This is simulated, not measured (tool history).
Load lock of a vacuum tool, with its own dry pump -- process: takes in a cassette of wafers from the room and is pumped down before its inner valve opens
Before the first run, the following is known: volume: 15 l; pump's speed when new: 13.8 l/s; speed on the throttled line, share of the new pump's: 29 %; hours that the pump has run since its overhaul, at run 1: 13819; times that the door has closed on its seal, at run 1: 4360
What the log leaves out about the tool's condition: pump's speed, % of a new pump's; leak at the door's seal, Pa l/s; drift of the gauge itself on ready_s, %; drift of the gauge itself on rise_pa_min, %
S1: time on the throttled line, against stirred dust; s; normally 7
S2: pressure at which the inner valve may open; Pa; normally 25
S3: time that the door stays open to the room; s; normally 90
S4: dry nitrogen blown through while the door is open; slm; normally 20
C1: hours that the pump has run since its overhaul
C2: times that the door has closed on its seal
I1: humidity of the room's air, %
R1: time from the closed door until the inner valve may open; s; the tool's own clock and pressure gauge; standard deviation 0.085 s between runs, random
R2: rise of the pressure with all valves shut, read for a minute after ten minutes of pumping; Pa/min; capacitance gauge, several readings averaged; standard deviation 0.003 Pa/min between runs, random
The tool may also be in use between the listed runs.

run	day	S1	S2	S3	S4	C1	C2	I1	R1	R2
1	0.000	7	25	90	20	13819	4360	43.6	14.61	0.065
2	25.562	7	25	90	6	14433	5667	43.9	14.35	0.100
3	47.029	7	25	31	20	14948	6765	43.1	14.48	0.029
4	68.583	7	25	31	20	15465	7867	45.7	14.52	0.040
5	96.742	7	25	31	20	16141	9307	48.1	14.57	0.044
6	122.650	7	25	31	20	16763	10632	44.5	14.49	0.045
7	147.362	7	22	31	20	17356	11896	46.9	14.77	0.044
8	164.571	7	22	31	20	17769	12776	44.2	14.74	0.047
9	185.254	7	22	31	20	18265	13833	45.0	14.77	0.046
10	199.100	7	22	31	20	18598	14542	43.7	14.68	0.047
11	216.358	7	22	31	20	19012	15424	44.1	14.76	0.048
12	235.525	7	25	90	20	19472	16404	45.8	14.71	0.077
13	250.262	7	25	90	20	19825	17158	46.1	14.69	0.082
14	265.488	13	25	90	20	20191	17937	44.4	18.90	0.076
15	291.912	7	25	90	20	20825	19288	43.3	14.80	0.082
16	315.754	7	25	90	20	21397	20507	43.5	14.72	0.082
17	341.904	7	25	90	20	22025	21845	44.6	14.66	0.087
18	362.179	7	25	90	20	22511	22881	44.5	14.99	0.087
19	384.258	11	47	112	20	23041	24011	44.7	16.82	0.092
20	408.596	11	25	212	20	23625	25255	44.9	17.76	0.130
21	421.812	13	30	90	20	23943	25931	45.3	18.94	0.092
22	433.562	9	25	90	20	24225	26532	43.1	16.33	0.096
# day 446.512: dry pump taken out, an overhauled one fitted
23	448.504	9	45	90	20	48	27283	47.2	14.78	0.097
24	476.525	9	45	98	14	720	28716	45.3	14.94	0.115
25	494.683	9	45	98	14	1156	29645	49.6	14.91	0.126
26	514.229	9	45	98	14	1625	30644	45.5	14.91	0.120
27	531.896	6	20	35	4	2049	31548	44.2	13.64	0.102
28	543.758	5	19	33	10	2334	32155	42.4	12.82	0.088
29	565.254	7	25	28	28	2850	33254	43.2	14.04	0.085
30	585.200	7	25	28	28	3328	34274	45.5	14.03	0.084
31	607.442	7	25	28	28	3862	35411	44.9	14.10	0.079
32	635.208	7	25	41	28	4529	36831	49.4	14.02	0.093
33	656.158	4	21	90	38	5032	37903	43.2	12.22	0.101
34	674.688	7	25	27	43	5476	38850	44.5	14.15	0.090
35	692.492	7	25	27	8	5903	39761	47.3	14.10	0.115
36	704.350	7	25	90	6	6188	40367	44.6	14.50	0.174

The logged runs with the hidden state left out (each run's random variation unchanged):
run	R1	R2
1	14.21	0.059
2	13.93	0.093
3	14.04	0.021
4	14.06	0.030
5	14.08	0.033
6	13.98	0.033
7	14.21	0.030
8	14.17	0.032
9	14.18	0.030
10	14.07	0.030
11	14.13	0.030
12	14.08	0.057
13	14.04	0.061
14	18.39	0.053
15	14.11	0.057
16	13.99	0.055
17	13.91	0.057
18	14.22	0.056
19	16.23	0.058
20	17.07	0.093
21	18.33	0.054
22	15.55	0.057
23	14.83	0.056
24	14.97	0.071
25	14.94	0.080
26	14.92	0.071
27	13.63	0.051
28	12.81	0.036
29	14.01	0.031
30	13.98	0.027
31	14.03	0.020
32	13.92	0.030
33	12.08	0.037
34	14.01	0.023
35	13.95	0.044
36	14.35	0.102

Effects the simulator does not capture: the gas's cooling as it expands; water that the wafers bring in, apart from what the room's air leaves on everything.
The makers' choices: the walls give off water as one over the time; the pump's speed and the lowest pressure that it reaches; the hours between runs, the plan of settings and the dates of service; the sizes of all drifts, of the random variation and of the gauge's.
